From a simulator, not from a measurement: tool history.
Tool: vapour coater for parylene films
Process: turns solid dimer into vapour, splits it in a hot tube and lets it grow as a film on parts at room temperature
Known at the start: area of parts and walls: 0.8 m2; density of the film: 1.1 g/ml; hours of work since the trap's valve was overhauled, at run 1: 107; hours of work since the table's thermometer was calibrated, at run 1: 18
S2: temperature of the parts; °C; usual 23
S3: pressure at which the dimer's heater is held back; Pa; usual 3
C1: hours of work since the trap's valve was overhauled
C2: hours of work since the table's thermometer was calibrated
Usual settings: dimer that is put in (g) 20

run 1 hour=0 | dimer_that_is_put_in_(g)=20 S2=23 S3=3 | C1=107 C2=18 | thickness_of_the_film_(µm)=16.95
run 2 hour=47.5 | dimer_that_is_put_in_(g)=20 S2=23 S3=3 | C1=132 C2=43 | thickness_of_the_film_(µm)=16.59
run 3 hour=83.2 | dimer_that_is_put_in_(g)=20 S2=23 S3=3 | C1=151 C2=62 | thickness_of_the_film_(µm)=16.91
run 4 hour=136.5 | dimer_that_is_put_in_(g)=20 S2=23 S3=3 | C1=179 C2=90 | thickness_of_the_film_(µm)=16.72
run 5 hour=184.5 | dimer_that_is_put_in_(g)=20 S2=23 S3=3 | C1=204 C2=115 | thickness_of_the_film_(µm)=16.93
run 6 hour=215.9 | dimer_that_is_put_in_(g)=20 S2=23 S3=3 | C1=220 C2=131 | thickness_of_the_film_(µm)=16.58
-- hour=240.7 trap's valve overhauled
run 7 hour=270.7 | dimer_that_is_put_in_(g)=20 S2=23 S3=3 | C1=16 C2=158 | thickness_of_the_film_(µm)=16.64
run 8 hour=311.2 | dimer_that_is_put_in_(g)=20 S2=35 S3=3 | C1=37 C2=179 | thickness_of_the_film_(µm)=10.64
run 9 hour=349.5 | dimer_that_is_put_in_(g)=20 S2=35 S3=3 | C1=57 C2=199 | thickness_of_the_film_(µm)=10.57
run 10 hour=393.5 | dimer_that_is_put_in_(g)=14 S2=23 S3=3 | C1=80 C2=222 | thickness_of_the_film_(µm)=11.67
run 11 hour=445.6 | dimer_that_is_put_in_(g)=14 S2=23 S3=3 | C1=107 C2=249 | thickness_of_the_film_(µm)=11.77
run 12 hour=495.1 | dimer_that_is_put_in_(g)=20 S2=26 S3=3 | C1=133 C2=275 | thickness_of_the_film_(µm)=14.96
run 13 hour=522.9 | dimer_that_is_put_in_(g)=20 S2=23 S3=3 | C1=148 C2=290 | thickness_of_the_film_(µm)=16.79
run 14 hour=575.6 | dimer_that_is_put_in_(g)=20 S2=23 S3=3 | C1=175 C2=317 | thickness_of_the_film_(µm)=16.69
run 15 hour=625.9 | dimer_that_is_put_in_(g)=20 S2=28 S3=3 | C1=202 C2=344 | thickness_of_the_film_(µm)=13.88
run 16 hour=666.5 | dimer_that_is_put_in_(g)=20 S2=23 S3=11.95 | C1=223 C2=365 | thickness_of_the_film_(µm)=12.9
-- hour=685.3 trap's valve overhauled
run 17 hour=722.8 | dimer_that_is_put_in_(g)=20 S2=23 S3=11.95 | C1=20 C2=392 | thickness_of_the_film_(µm)=13.09
run 18 hour=774.4 | dimer_that_is_put_in_(g)=20 S2=23 S3=11.95 | C1=47 C2=419 | thickness_of_the_film_(µm)=13
run 19 hour=819.1 | dimer_that_is_put_in_(g)=20 S2=23 S3=11.95 | C1=70 C2=443 | thickness_of_the_film_(µm)=13.09
run 20 hour=866.5 | dimer_that_is_put_in_(g)=20 S2=23 S3=11.95 | C1=95 C2=467 | thickness_of_the_film_(µm)=13.09
run 21 hour=908.8 | dimer_that_is_put_in_(g)=31 S2=20 S3=5.14 | C1=117 C2=489 | thickness_of_the_film_(µm)=26.59
run 22 hour=933.3 | dimer_that_is_put_in_(g)=12 S2=23 S3=4.13 | C1=130 C2=502 | thickness_of_the_film_(µm)=9.52
run 23 hour=967.7 | dimer_that_is_put_in_(g)=12 S2=23 S3=4.13 | C1=148 C2=520 | thickness_of_the_film_(µm)=9.39
run 24 hour=1020.5 | dimer_that_is_put_in_(g)=35 S2=23 S3=8.97 | C1=175 C2=548 | thickness_of_the_film_(µm)=24.11
run 25 hour=1072 | dimer_that_is_put_in_(g)=9 S2=23 S3=4.47 | C1=202 C2=575 | thickness_of_the_film_(µm)=7.11
run 26 hour=1112.2 | dimer_that_is_put_in_(g)=26 S2=22 S3=4.47 | C1=223 C2=596 | thickness_of_the_film_(µm)=21.24
-- hour=1131.7 trap's valve overhauled
run 27 hour=1159.5 | dimer_that_is_put_in_(g)=15 S2=23 S3=4.58 | C1=15 C2=618 | thickness_of_the_film_(µm)=11.77
run 28 hour=1202.4 | dimer_that_is_put_in_(g)=15 S2=28 S3=2.66 | C1=37 C2=641 | thickness_of_the_film_(µm)=10.65
run 29 hour=1237 | dimer_that_is_put_in_(g)=20 S2=24 S3=2.3 | C1=55 C2=659 | thickness_of_the_film_(µm)=16.93
run 30 hour=1289 | dimer_that_is_put_in_(g)=20 S2=33 S3=2.3 | C1=82 C2=686 | thickness_of_the_film_(µm)=11.96
run 31 hour=1339.5 | dimer_that_is_put_in_(g)=16 S2=26 S3=10.11 | C1=109 C2=713 | thickness_of_the_film_(µm)=9.61
run 32 hour=1372.8 | dimer_that_is_put_in_(g)=16 S2=26 S3=10.11 | C1=126 C2=730 | thickness_of_the_film_(µm)=9.66
run 33 hour=1401.7 | dimer_that_is_put_in_(g)=13 S2=22 S3=3.66 | C1=141 C2=745 | thickness_of_the_film_(µm)=10.9
run 34 hour=1446.7 | dimer_that_is_put_in_(g)=17 S2=21 S3=5.3 | C1=165 C2=769 | thickness_of_the_film_(µm)=13.7
run 35 hour=1481.6 | dimer_that_is_put_in_(g)=17 S2=21 S3=5.3 | C1=183 C2=787 | thickness_of_the_film_(µm)=14.04
run 36 hour=1505.2 | dimer_that_is_put_in_(g)=17 S2=21 S3=5.3 | C1=195 C2=799 | thickness_of_the_film_(µm)=13.74
run 37 hour=1557.1 | dimer_that_is_put_in_(g)=20 S2=15 S3=2.12 | C1=222 C2=826 | thickness_of_the_film_(µm)=22.18
-- hour=1576.2 trap's valve overhauled
run 38 hour=1596.3 | dimer_that_is_put_in_(g)=20 S2=15 S3=2.12 | C1=11 C2=845 | thickness_of_the_film_(µm)=22.38

Hidden state at the last listed run before each entry between runs and at the first one after, where it differs:
Between runs 6 and 7: trap's valve overhauled (hour 240.7)
  vapour lost through the trap's worn valve, %: 0.3 -> 0
Between runs 16 and 17: trap's valve overhauled (hour 685.3)
  vapour lost through the trap's worn valve, %: 0.3 -> 0
Between runs 26 and 27: trap's valve overhauled (hour 1131.7)
  vapour lost through the trap's worn valve, %: 0.3 -> 0
Between runs 37 and 38: trap's valve overhauled (hour 1576.2)
  vapour lost through the trap's worn valve, %: 0.3 -> 0
